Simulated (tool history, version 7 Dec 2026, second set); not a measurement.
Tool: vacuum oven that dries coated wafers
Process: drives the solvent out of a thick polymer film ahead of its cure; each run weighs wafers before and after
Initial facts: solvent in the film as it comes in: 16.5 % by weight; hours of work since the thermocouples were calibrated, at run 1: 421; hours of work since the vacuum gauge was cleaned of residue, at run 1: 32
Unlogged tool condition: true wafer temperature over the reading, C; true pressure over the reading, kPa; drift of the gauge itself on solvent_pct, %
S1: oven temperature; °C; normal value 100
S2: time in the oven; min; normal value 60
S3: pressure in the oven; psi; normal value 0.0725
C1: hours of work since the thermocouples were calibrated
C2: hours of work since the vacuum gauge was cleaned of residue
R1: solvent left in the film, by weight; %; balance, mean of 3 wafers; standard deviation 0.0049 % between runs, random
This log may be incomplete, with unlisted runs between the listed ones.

{"run": 1, "hour": 0.0, "S1": 100, "S2": 60, "S3": 0.0725, "C1": 421, "C2": 32, "R1": 0.686}
{"run": 2, "hour": 11.2, "S1": 91, "S2": 60, "S3": 0.0725, "C1": 430, "C2": 41, "R1": 1.826}
{"run": 3, "hour": 21.1, "S1": 91, "S2": 60, "S3": 0.0725, "C1": 437, "C2": 49, "R1": 1.821}
{"run": 4, "hour": 30.2, "S1": 91, "S2": 60, "S3": 0.0725, "C1": 444, "C2": 56, "R1": 1.83}
{"run": 5, "hour": 35.8, "S1": 100, "S2": 39, "S3": 0.0725, "C1": 449, "C2": 60, "R1": 1.802}
{"run": 6, "hour": 44.6, "S1": 98, "S2": 60, "S3": 0.0725, "C1": 456, "C2": 67, "R1": 0.87}
{"run": 7, "hour": 56.1, "S1": 98, "S2": 105, "S3": 0.0725, "C1": 464, "C2": 76, "R1": 0.228}
{"run": 8, "hour": 66.1, "S1": 98, "S2": 105, "S3": 0.0725, "C1": 472, "C2": 83, "R1": 0.225}
{"run": 9, "hour": 71.7, "S1": 100, "S2": 51, "S3": 0.2595, "C1": 476, "C2": 88, "R1": 1.352}
{"run": 10, "hour": 78.1, "S1": 100, "S2": 75, "S3": 0.0725, "C1": 481, "C2": 93, "R1": 0.387}
{"run": 11, "hour": 89.5, "S1": 114, "S2": 75, "S3": 0.2107, "C1": 490, "C2": 101, "R1": 0.259}
{"run": 12, "hour": 98.6, "S1": 102, "S2": 70, "S3": 0.0709, "C1": 497, "C2": 108, "R1": 0.354}
{"run": 13, "hour": 106.0, "S1": 86, "S2": 66, "S3": 0.1588, "C1": 503, "C2": 114, "R1": 2.625}
{"run": 14, "hour": 116.5, "S1": 86, "S2": 66, "S3": 0.1588, "C1": 511, "C2": 122, "R1": 2.634}
{"run": 15, "hour": 125.4, "S1": 86, "S2": 66, "S3": 0.1588, "C1": 518, "C2": 129, "R1": 2.634}
{"run": 16, "hour": 132.9, "S1": 114, "S2": 67, "S3": 0.0442, "C1": 524, "C2": 135, "R1": 0.074}

Each row is a separate what-if for the run after 16, all from the same tool condition, not one after another. Results?
{"run": "A", "hour": 140.3, "S1": 110, "S2": 87, "S3": 0.0442, "C1": 529, "C2": 140, "R1": "?"}
{"run": "B", "hour": 140.3, "S1": 111, "S2": 50, "S3": 0.0725, "C1": 529, "C2": 140, "R1": "?"}
{"run": "C", "hour": 140.3, "S1": 100, "S2": 65, "S3": 0.0725, "C1": 529, "C2": 140, "R1": "?"}
{"run": "D", "hour": 140.3, "S1": 109, "S2": 60, "S3": 0.0725, "C1": 529, "C2": 140, "R1": "?"}

run=A R1=0.062
run=B R1=0.263
run=C R1=0.555
run=D R1=0.212
What these runs would have given with no unlogged condition in the tool:
run=A R1=0.060
run=B R1=0.274
run=C R1=0.580
run=D R1=0.220

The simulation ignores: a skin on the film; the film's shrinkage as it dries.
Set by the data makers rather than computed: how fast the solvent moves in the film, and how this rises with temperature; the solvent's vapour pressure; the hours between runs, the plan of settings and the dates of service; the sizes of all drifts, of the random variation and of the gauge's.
